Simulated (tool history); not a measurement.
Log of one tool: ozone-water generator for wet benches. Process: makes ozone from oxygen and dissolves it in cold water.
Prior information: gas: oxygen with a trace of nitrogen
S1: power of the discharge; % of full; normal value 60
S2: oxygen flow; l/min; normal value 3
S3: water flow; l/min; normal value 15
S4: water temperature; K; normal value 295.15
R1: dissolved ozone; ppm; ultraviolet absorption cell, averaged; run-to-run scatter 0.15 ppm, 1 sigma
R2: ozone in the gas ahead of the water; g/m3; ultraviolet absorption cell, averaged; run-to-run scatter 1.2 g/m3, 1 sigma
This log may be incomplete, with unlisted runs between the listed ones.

| run | day | S1 | S2 | S3 | S4 | R1 | R2 |
|---|---|---|---|---|---|---|---|
| 1 | 0 | 60 | 3 | 15 | 295.15 | 18 | 215.6 |
| 2 | 7.438 | 60 | 3 | 15 | 295.15 | 17.9 | 214 |
| 3 | 11.371 | 60 | 3 | 13 | 295.15 | 20 | 216.6 |
| 4 | 17.717 | 60 | 3 | 13 | 295.15 | 19.8 | 213.5 |
| 5 | 23.225 | 60 | 3 | 15 | 295.15 | 17.9 | 214.2 |
| 6 | 29.896 | 60 | 3 | 15 | 295.15 | 18 | 213.4 |
| 7 | 34.767 | 60 | 3 | 15 | 295.15 | 17.6 | 213.5 |
| 8 | 42.75 | 60 | 3 | 15 | 295.15 | 17.6 | 213.6 |
| 9 | 49.258 | 60 | 3 | 15 | 295.15 | 17.8 | 212.7 |
| 10 | 56.525 | 60 | 3 | 15 | 295.15 | 17.6 | 210.8 |
| 11 | 63.871 | 60 | 3 | 15 | 295.15 | 17.4 | 211.1 |
| 12 | 71.733 | 60 | 3 | 15 | 295.15 | 17.6 | 212.7 |
| 13 | 79.683 | 60 | 3 | 15 | 295.15 | 17.4 | 213.9 |
| 14 | 86.658 | 60 | 1.72 | 15 | 295.15 | 15.3 | 262.5 |
|  | 92.162 | water thermometer calibrated |
| 15 | 94.492 | 63 | 1.72 | 15 | 295.15 | 15.7 | 277.2 |
| 16 | 98.467 | 63 | 1.72 | 15 | 295.15 | 15.8 | 273.2 |
| 17 | 102.388 | 63 | 1.72 | 15 | 295.15 | 16 | 275.7 |
| 18 | 107.488 | 40 | 4.33 | 12 | 298.15 | 14.2 | 128 |
| 19 | 113.258 | 40 | 4.33 | 12 | 298.15 | 14.1 | 126.4 |
| 20 | 116.833 | 73 | 2.08 | 20 | 295.15 | 14.6 | 286.7 |
| 21 | 124.3 | 60 | 3.06 | 15 | 292.15 | 18.1 | 206 |
| 22 | 130.642 | 60 | 5.25 | 20 | 292.15 | 16.2 | 167.9 |
| 23 | 134.583 | 71 | 2.43 | 21 | 297.15 | 14.2 | 263.6 |
| 24 | 139.754 | 71 | 2.43 | 21 | 297.15 | 14.2 | 264.8 |
| 25 | 143.575 | 47 | 2.46 | 20 | 294.15 | 10.3 | 182.6 |
| 26 | 150.121 | 47 | 2.46 | 20 | 294.15 | 10.5 | 181.5 |
| 27 | 158.4 | 47 | 2.46 | 20 | 294.15 | 10.5 | 182.7 |
| 28 | 164.479 | 45 | 3 | 15 | 295.15 | 13.3 | 160.5 |
| 29 | 168.9 | 45 | 3 | 10 | 292.15 | 18.6 | 161.7 |
| 30 | 172.442 | 60 | 1.52 | 15 | 295.15 | 14.2 | 268.7 |
| 31 | 177.346 | 71 | 1.51 | 10 | 301.15 | 21.8 | 310.1 |
| 32 | 182.025 | 60 | 3 | 20 | 295.15 | 13.4 | 205.3 |
| 33 | 190.212 | 60 | 3 | 20 | 295.15 | 13.4 | 206.6 |

Pick out some run-to-run changes in R1. Of each, how much would a tool without hidden state show as well, from the settings, what came in and chance, and how much is left for the hidden state and any gauge scatter not in both results compared?
The hidden state here: yield of the discharge, % of new electrodes'; contactor's efficiency, % of a clean one's; true water temperature over the reading, C; drift of the gauge itself on ozone_ppm, %; drift of the gauge itself on gas_g_m3, %.
Run 24 -> 25: S1 71 -> 47, S2 2.43 -> 2.46, S3 21 -> 20, S4 297.15 -> 294.15. R1 -3.9 ppm: hidden state +0.5, all else -4.4.
Run 28 -> 29: S3 15 -> 10, S4 295.15 -> 292.15. R1 +5.3 ppm: hidden state -0.4, all else +5.7.
Run 30 -> 31: S1 60 -> 71, S2 1.52 -> 1.51, S3 15 -> 10, S4 295.15 -> 301.15. R1 +7.6 ppm: hidden state -0.9, all else +8.5.
Run 31 -> 32: S1 71 -> 60, S2 1.51 -> 3, S3 10 -> 20, S4 301.15 -> 295.15. R1 -8.4 ppm: hidden state +0.9, all else -9.3.
